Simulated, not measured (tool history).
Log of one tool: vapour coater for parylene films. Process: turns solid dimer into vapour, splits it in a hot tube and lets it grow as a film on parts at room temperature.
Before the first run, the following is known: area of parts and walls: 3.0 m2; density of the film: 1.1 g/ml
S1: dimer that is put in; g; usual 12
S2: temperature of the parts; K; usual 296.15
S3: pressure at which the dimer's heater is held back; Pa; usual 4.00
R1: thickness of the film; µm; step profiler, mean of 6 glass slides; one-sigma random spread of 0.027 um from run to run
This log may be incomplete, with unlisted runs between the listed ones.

{"run": 1, "day": 0.0, "S1": 12, "S2": 296.15, "S3": 4.0, "R1": 2.27}
{"run": 2, "day": 2.525, "S1": 12, "S2": 296.15, "S3": 4.0, "R1": 2.22}
{"run": 3, "day": 4.804, "S1": 12, "S2": 296.15, "S3": 4.0, "R1": 2.18}
{"run": 4, "day": 7.95, "S1": 12, "S2": 296.15, "S3": 5.49, "R1": 2.07}
{"run": 5, "day": 10.783, "S1": 12, "S2": 296.15, "S3": 5.49, "R1": 2.01}
{"run": 6, "day": 14.183, "S1": 12, "S2": 296.15, "S3": 5.49, "R1": 1.98}
{"run": 7, "day": 16.983, "S1": 12, "S2": 296.15, "S3": 5.49, "R1": 1.94}
{"run": 8, "day": 19.038, "S1": 12, "S2": 296.15, "S3": 5.49, "R1": 1.88}
{"run": 9, "day": 22.088, "S1": 12, "S2": 297.15, "S3": 4.0, "R1": 1.93}
{"run": 10, "day": 23.988, "S1": 12, "S2": 297.15, "S3": 4.0, "R1": 1.85}
{"day": 25.15, "done": "trap's valve overhauled"}
{"run": 11, "day": 26.983, "S1": 6, "S2": 297.15, "S3": 4.0, "R1": 1.05}
{"run": 12, "day": 29.254, "S1": 19, "S2": 301.15, "S3": 8.12, "R1": 2.71}
{"run": 13, "day": 31.025, "S1": 13, "S2": 300.15, "S3": 10.42, "R1": 1.81}
{"run": 14, "day": 33.212, "S1": 6, "S2": 296.15, "S3": 3.44, "R1": 1.07}
{"run": 15, "day": 36.158, "S1": 7, "S2": 306.15, "S3": 2.22, "R1": 0.97}
{"run": 16, "day": 38.208, "S1": 18, "S2": 301.15, "S3": 2.22, "R1": 2.76}
{"run": 17, "day": 41.708, "S1": 18, "S2": 295.15, "S3": 11.26, "R1": 2.84}
{"run": 18, "day": 44.517, "S1": 8, "S2": 303.15, "S3": 6.17, "R1": 1.02}
{"run": 19, "day": 46.288, "S1": 8, "S2": 303.15, "S3": 6.17, "R1": 1.02}
{"run": 20, "day": 49.742, "S1": 5, "S2": 292.15, "S3": 10.37, "R1": 0.86}

Below, each run's measurement less what the same run would have read without the hidden state. Both values contain the same run-to-run variation, but the gauge's scatter may not be the same in both:
Unlogged tool condition in this case: vapour lost through the trap's worn valve, %; true temperature of the parts over the reading, C; drift of the gauge itself on film_um, %.
run=1 R1=-0.03
run=2 R1=-0.05
run=3 R1=-0.07
run=4 R1=-0.11
run=5 R1=-0.14
run=6 R1=-0.17
run=7 R1=-0.21
run=8 R1=-0.23
run=9 R1=-0.26
run=10 R1=-0.29
run=11 R1=-0.01
run=12 R1=-0.08
run=13 R1=-0.07
run=14 R1=-0.05
run=15 R1=-0.06
run=16 R1=-0.22
run=17 R1=-0.27
run=18 R1=-0.12
run=19 R1=-0.13
run=20 R1=-0.13
